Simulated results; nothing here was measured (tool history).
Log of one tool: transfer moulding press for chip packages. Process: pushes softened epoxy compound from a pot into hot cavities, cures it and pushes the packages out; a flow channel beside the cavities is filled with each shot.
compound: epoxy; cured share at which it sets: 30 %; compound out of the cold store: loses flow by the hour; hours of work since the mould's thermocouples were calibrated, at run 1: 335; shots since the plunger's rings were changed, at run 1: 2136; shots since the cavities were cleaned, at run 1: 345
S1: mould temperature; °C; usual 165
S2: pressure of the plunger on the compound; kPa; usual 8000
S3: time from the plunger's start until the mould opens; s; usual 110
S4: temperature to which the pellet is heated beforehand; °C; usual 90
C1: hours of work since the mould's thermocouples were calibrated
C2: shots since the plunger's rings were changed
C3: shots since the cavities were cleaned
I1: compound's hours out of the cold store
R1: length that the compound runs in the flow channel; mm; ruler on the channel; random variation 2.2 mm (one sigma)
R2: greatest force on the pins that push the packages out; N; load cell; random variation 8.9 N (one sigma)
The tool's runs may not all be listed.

run	hour	S1	S2	S3	S4	C1	C2	C3	I1	R1	R2
1	0	165	8000	110	90	335	2136	345	35.1	543	492
2	18.6	165	8000	110	90	345	2299	508	22.7	565	520
# hour 22.1: cavities cleaned with cleaning compound and waxed
3	39.1	165	8000	110	90	356	2466	149	41.2	522	588
4	59.7	165	8000	110	90	368	2647	330	17.3	582	630
5	76.9	165	8000	110	90	378	2798	481	16.5	581	626
# hour 82.7: cavities cleaned with cleaning compound and waxed
6	90.1	165	8000	110	90	385	2901	66	14.5	591	436
7	109.7	165	8000	110	84	396	3073	238	9.3	596	463
# hour 117.8: cavities cleaned with cleaning compound and waxed, once more
8	133.5	165	8000	110	84	409	3268	138	46.9	506	453
9	151.9	165	8000	110	84	420	3430	300	36.1	523	476
10	163.4	165	7290	110	90	426	3530	400	26.5	526	498
11	175.3	165	7290	110	90	433	3635	505	19.7	544	522
# hour 178.2: cavities cleaned with cleaning compound and waxed
# hour 195.4: plunger's sealing rings changed
12	200.5	165	6620	110	90	445	45	174	37.1	495	458
13	211.3	165	8000	110	90	451	139	268	26.8	570	470
14	235	165	8000	110	92	465	348	477	19.6	589	522
# hour 241.5: cavities cleaned with cleaning compound and waxed
15	254.2	165	8000	126	99	475	503	111	46.6	520	397
16	264.2	165	6680	110	83	481	591	199	31.1	510	461
17	279	165	8000	91	90	490	720	328	27.2	566	603
18	291.8	165	6380	115	90	497	833	441	29.6	498	488
# hour 302.8: cavities cleaned with cleaning compound and waxed
19	316.1	165	8540	110	90	510	1033	116	28.2	576	434
20	334.6	165	8120	94	90	521	1196	279	13.4	603	565
21	353.2	168	9550	144	90	531	1359	442	25.5	605	469
# hour 364: cavities cleaned with cleaning compound and waxed
22	377.5	168	6510	144	90	545	1559	118	27	495	395
# hour 401.1: mould's thermocouples calibrated
23	403.7	168	6510	144	90	2	1772	331	27.2	498	430
24	413.6	168	6510	103	90	7	1858	417	18	521	505
# hour 426.9: cavities cleaned with cleaning compound and waxed
25	430.9	160	8000	131	90	16	1997	35	8.1	634	426
26	449.7	170	6350	110	90	27	2162	200	28.7	482	413
27	472.9	172	7220	110	98	40	2366	404	40.7	478	444
# hour 488.1: cavities cleaned with cleaning compound and waxed
28	494.2	165	8000	111	90	52	2540	54	10.4	602	435

Forecast each of these 3 alternatives for the next run:
A	504.6	172	8000	111	90	58	2632	146	31.2	?	?
B	504.6	165	9210	110	81	58	2632	146	17.6	?	?
C	504.6	165	6920	111	96	58	2632	146	41.9	?	?

run	R1	R2
A	524	411
B	621	462
C	481	458
Without the tool's hidden state the same runs would have given:
run	R1	R2
A	543	354
B	644	397
C	498	394
